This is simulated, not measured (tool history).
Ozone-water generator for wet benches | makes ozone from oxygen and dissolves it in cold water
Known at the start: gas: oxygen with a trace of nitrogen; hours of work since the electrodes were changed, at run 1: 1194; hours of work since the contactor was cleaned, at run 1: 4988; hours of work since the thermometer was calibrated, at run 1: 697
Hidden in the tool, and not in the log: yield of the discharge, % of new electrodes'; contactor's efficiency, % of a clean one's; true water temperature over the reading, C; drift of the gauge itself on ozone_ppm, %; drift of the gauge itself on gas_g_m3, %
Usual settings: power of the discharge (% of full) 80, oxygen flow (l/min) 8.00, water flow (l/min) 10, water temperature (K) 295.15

| run | hour | power of the discharge (% of full) | oxygen flow (l/min) | water flow (l/min) | water temperature (K) | hours of work since the electrodes were changed | hours of work since the contactor was cleaned | hours of work since the thermometer was calibrated | dissolved ozone (ppm) | ozone in the gas ahead of the water (g/m3) |
|---|---|---|---|---|---|---|---|---|---|---|
| 1 | 0.0 | 80 | 8.00 | 10 | 295.15 | 1194 | 4988 | 697 | 40.1 | 267.6 |
| 2 | 44.2 | 61 | 8.00 | 10 | 295.15 | 1224 | 5018 | 727 | 30.7 | 209.6 |
| 3 | 67.7 | 61 | 8.00 | 10 | 295.15 | 1240 | 5034 | 743 | 31.1 | 209.8 |
| 4 | 109.7 | 61 | 8.00 | 10 | 295.15 | 1268 | 5063 | 771 | 30.9 | 208.2 |
| 5 | 149.5 | 61 | 8.00 | 10 | 295.15 | 1295 | 5090 | 798 | 31.0 | 208.7 |
| 6 | 178.7 | 80 | 8.00 | 10 | 295.15 | 1315 | 5109 | 818 | 40.0 | 267.3 |
| 7 | 203.6 | 80 | 8.00 | 10 | 295.15 | 1332 | 5126 | 835 | 39.2 | 267.0 |
| 8 | 245.6 | 80 | 8.00 | 10 | 295.15 | 1361 | 5155 | 863 | 39.3 | 266.3 |
| 9 | 272.5 | 80 | 6.58 | 10 | 295.15 | 1379 | 5173 | 882 | 41.3 | 296.5 |
| 10 | 312.6 | 80 | 6.58 | 10 | 295.15 | 1406 | 5200 | 909 | 41.3 | 297.0 |
| 11 | 338.3 | 80 | 8.00 | 11 | 295.15 | 1423 | 5218 | 926 | 37.6 | 265.5 |
| 12 | 385.6 | 80 | 8.00 | 11 | 295.15 | 1456 | 5250 | 958 | 37.6 | 263.3 |
| 13 | 431.2 | 80 | 8.00 | 11 | 295.15 | 1487 | 5281 | 989 | 37.2 | 265.2 |
| 14 | 470.3 | 80 | 8.00 | 13 | 295.15 | 1513 | 5307 | 1016 | 33.5 | 266.3 |
| 15 | 490.8 | 83 | 8.00 | 10 | 295.15 | 1527 | 5321 | 1030 | 41.1 | 274.3 |
| 16 | 535.5 | 83 | 8.00 | 10 | 295.15 | 1557 | 5352 | 1060 | 40.5 | 277.3 |
| 17 | 561.3 | 80 | 8.00 | 10 | 295.15 | 1575 | 5369 | 1078 | 38.7 | 266.5 |
| 18 | 599.1 | 80 | 8.00 | 8 | 295.15 | 1600 | 5395 | 1103 | 44.1 | 266.3 |
| 19 | 632.0 | 80 | 7.39 | 10 | 293.15 | 1623 | 5417 | 1126 | 41.9 | 278.9 |
| 20 | 658.4 | 80 | 7.15 | 7 | 297.15 | 1641 | 5435 | 1144 | 46.4 | 281.0 |
| 21 | 690.3 | 80 | 7.15 | 7 | 297.15 | 1662 | 5457 | 1165 | 46.0 | 282.6 |
|  | 694.0 | water thermometer calibrated |
| 22 | 713.9 | 80 | 7.15 | 7 | 297.15 | 1678 | 5472 | 13 | 45.3 | 279.2 |
| 23 | 747.0 | 80 | 13.21 | 12 | 295.15 | 1700 | 5495 | 36 | 30.7 | 205.4 |
| 24 | 770.7 | 80 | 13.21 | 7 | 289.15 | 1716 | 5511 | 52 | 46.8 | 207.1 |
| 25 | 807.2 | 70 | 8.00 | 7 | 294.15 | 1741 | 5536 | 77 | 42.3 | 234.5 |
| 26 | 843.9 | 76 | 8.00 | 13 | 294.15 | 1766 | 5560 | 102 | 32.4 | 253.4 |
|  | 860.6 | water thermometer calibrated, once more |
| 27 | 879.4 | 96 | 8.30 | 10 | 295.15 | 1790 | 5584 | 13 | 45.0 | 309.3 |
| 28 | 900.0 | 96 | 8.30 | 10 | 295.15 | 1804 | 5598 | 27 | 45.5 | 310.0 |
| 29 | 939.2 | 96 | 8.30 | 10 | 295.15 | 1831 | 5625 | 53 | 45.5 | 306.7 |
| 30 | 959.4 | 80 | 7.70 | 10 | 289.15 | 1844 | 5639 | 67 | 45.4 | 270.1 |
| 31 | 1005.3 | 80 | 7.70 | 10 | 289.15 | 1875 | 5670 | 98 | 45.1 | 270.9 |
| 32 | 1039.1 | 62 | 7.96 | 12 | 295.15 | 1898 | 5693 | 121 | 27.7 | 210.5 |
| 33 | 1075.8 | 97 | 4.46 | 14 | 300.15 | 1923 | 5717 | 146 | 36.8 | 423.2 |

3 ways to go on from here, each from the tool as it stands after run 33. What would each give?
| A | 1120.9 | 45 | 8.00 | 7 | 295.15 | 1954 | 5748 | 177 | ? | ? |
| B | 1120.9 | 62 | 4.46 | 14 | 291.15 | 1954 | 5748 | 177 | ? | ? |
| C | 1120.9 | 60 | 6.66 | 10 | 289.15 | 1954 | 5748 | 177 | ? | ? |

| run | dissolved ozone (ppm) | ozone in the gas ahead of the water (g/m3) |
|---|---|---|
| A | 27.8 | 158.5 |
| B | 28.5 | 277.9 |
| C | 35.9 | 222.5 |
Without the tool's hidden state the same runs would have given:
| run | dissolved ozone (ppm) | ozone in the gas ahead of the water (g/m3) |
|---|---|---|
| A | 30.0 | 160.8 |
| B | 31.7 | 283.9 |
| C | 39.4 | 227.2 |

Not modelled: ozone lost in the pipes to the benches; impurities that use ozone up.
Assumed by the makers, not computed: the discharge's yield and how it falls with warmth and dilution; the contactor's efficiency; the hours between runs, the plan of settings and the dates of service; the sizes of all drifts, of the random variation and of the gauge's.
